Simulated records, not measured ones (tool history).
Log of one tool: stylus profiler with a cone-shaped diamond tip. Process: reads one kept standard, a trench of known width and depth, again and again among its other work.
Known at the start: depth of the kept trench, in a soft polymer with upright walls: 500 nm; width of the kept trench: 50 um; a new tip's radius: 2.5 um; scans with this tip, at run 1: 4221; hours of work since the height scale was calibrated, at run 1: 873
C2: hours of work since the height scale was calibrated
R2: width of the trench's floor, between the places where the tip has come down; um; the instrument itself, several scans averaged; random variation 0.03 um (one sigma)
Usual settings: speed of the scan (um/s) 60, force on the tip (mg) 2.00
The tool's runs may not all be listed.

run 1 day=0.000 | speed_of_the_scan_(um/s)=60 force_on_the_tip_(mg)=2.00 | scans_with_this_tip=4221 C2=873 | depth_of_the_trench_(Å)=5076.6 R2=46.56
run 2 day=2.638 | speed_of_the_scan_(um/s)=60 force_on_the_tip_(mg)=4.44 | scans_with_this_tip=4437 C2=918 | depth_of_the_trench_(Å)=5128.3 R2=46.78
run 3 day=6.554 | speed_of_the_scan_(um/s)=60 force_on_the_tip_(mg)=2.00 | scans_with_this_tip=4759 C2=985 | depth_of_the_trench_(Å)=5076.0 R2=46.55
run 4 day=8.946 | speed_of_the_scan_(um/s)=60 force_on_the_tip_(mg)=2.00 | scans_with_this_tip=4955 C2=1025 | depth_of_the_trench_(Å)=5075.2 R2=46.52
run 5 day=12.371 | speed_of_the_scan_(um/s)=60 force_on_the_tip_(mg)=2.00 | scans_with_this_tip=5235 C2=1083 | depth_of_the_trench_(Å)=5076.3 R2=46.48
run 6 day=16.675 | speed_of_the_scan_(um/s)=60 force_on_the_tip_(mg)=2.00 | scans_with_this_tip=5589 C2=1156 | depth_of_the_trench_(Å)=5076.4 R2=46.61
run 7 day=20.408 | speed_of_the_scan_(um/s)=21 force_on_the_tip_(mg)=2.00 | scans_with_this_tip=5895 C2=1220 | depth_of_the_trench_(Å)=5074.5 R2=46.83
run 8 day=23.083 | speed_of_the_scan_(um/s)=20 force_on_the_tip_(mg)=2.00 | scans_with_this_tip=6114 C2=1265 | depth_of_the_trench_(Å)=5077.5 R2=46.82
run 9 day=27.000 | speed_of_the_scan_(um/s)=97 force_on_the_tip_(mg)=5.72 | scans_with_this_tip=6436 C2=1332 | depth_of_the_trench_(Å)=5154.4 R2=46.66
run 10 day=28.912 | speed_of_the_scan_(um/s)=56 force_on_the_tip_(mg)=2.96 | scans_with_this_tip=6592 C2=1364 | depth_of_the_trench_(Å)=5099.7 R2=46.67
run 11 day=32.742 | speed_of_the_scan_(um/s)=209 force_on_the_tip_(mg)=3.31 | scans_with_this_tip=6907 C2=1429 | depth_of_the_trench_(Å)=5106.9 R2=45.83
run 12 day=34.896 | speed_of_the_scan_(um/s)=209 force_on_the_tip_(mg)=3.31 | scans_with_this_tip=7083 C2=1466 | depth_of_the_trench_(Å)=5106.6 R2=45.78
run 13 day=36.692 | speed_of_the_scan_(um/s)=117 force_on_the_tip_(mg)=3.95 | scans_with_this_tip=7230 C2=1496 | depth_of_the_trench_(Å)=5119.7 R2=46.38
run 14 day=39.196 | speed_of_the_scan_(um/s)=117 force_on_the_tip_(mg)=3.08 | scans_with_this_tip=7436 C2=1539 | depth_of_the_trench_(Å)=5102.1 R2=46.26

Forecast each of these 3 alternatives for the next run:
run A day=42.954 | speed_of_the_scan_(um/s)=166 force_on_the_tip_(mg)=1.37 | scans_with_this_tip=7744 C2=1602 | depth_of_the_trench_(Å)=? R2=?
run B day=42.954 | speed_of_the_scan_(um/s)=29 force_on_the_tip_(mg)=1.47 | scans_with_this_tip=7744 C2=1602 | depth_of_the_trench_(Å)=? R2=?
run C day=42.954 | speed_of_the_scan_(um/s)=19 force_on_the_tip_(mg)=1.90 | scans_with_this_tip=7744 C2=1602 | depth_of_the_trench_(Å)=? R2=?

run=A depth_of_the_trench_(Å)=5060.1 R2=45.51
run=B depth_of_the_trench_(Å)=5063.4 R2=46.75
run=C depth_of_the_trench_(Å)=5073.9 R2=46.85
Without the tool's hidden state the same runs would have given:
run=A depth_of_the_trench_(Å)=5060.3 R2=45.53
run=B depth_of_the_trench_(Å)=5063.6 R2=46.76
run=C depth_of_the_trench_(Å)=5074.1 R2=46.87
